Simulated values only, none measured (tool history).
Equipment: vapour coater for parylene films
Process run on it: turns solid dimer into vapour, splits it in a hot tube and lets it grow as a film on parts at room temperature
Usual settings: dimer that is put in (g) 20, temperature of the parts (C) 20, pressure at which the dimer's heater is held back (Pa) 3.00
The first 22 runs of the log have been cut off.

run,hour,dimer that is put in (g),temperature of the parts (C),pressure at which the dimer's heater is held back (Pa),hours of work since the trap's valve was overhauled,hours of work since the table's thermometer was calibrated,thickness of the film (µm)
23,920.4,15,21,5.27,251,22,1.95
24,958.4,21,20,3.00,269,40,2.90
25,994.3,13,21,3.09,287,57,1.77
26,1018.8,8,30,3.09,299,69,0.92
27,1044.4,12,14,3.00,311,82,1.77
28,1103.0,28,28,3.42,339,110,3.19
29,1140.4,27,28,3.42,357,128,3.10
30,1181.7,27,12,3.42,377,148,4.04

Here are 4 independent what-if runs from the current tool condition. What would each one return?
# hour 1207.6: trap's valve overhauled
A,1210.5,20,29,3.23,1,160,?
# hour 1207.6: trap's valve overhauled
B,1210.5,20,13,10.37,1,160,?
# hour 1207.6: trap's valve overhauled
C,1210.5,16,14,3.42,1,160,?
# hour 1207.6: trap's valve overhauled
D,1210.5,24,12,3.42,1,160,?

run,thickness of the film (µm)
A,2.54
B,3.18
C,2.60
D,4.11
Without the tool's hidden state the same runs would have given:
run,thickness of the film (µm)
A,2.57
B,3.22
C,2.62
D,4.15
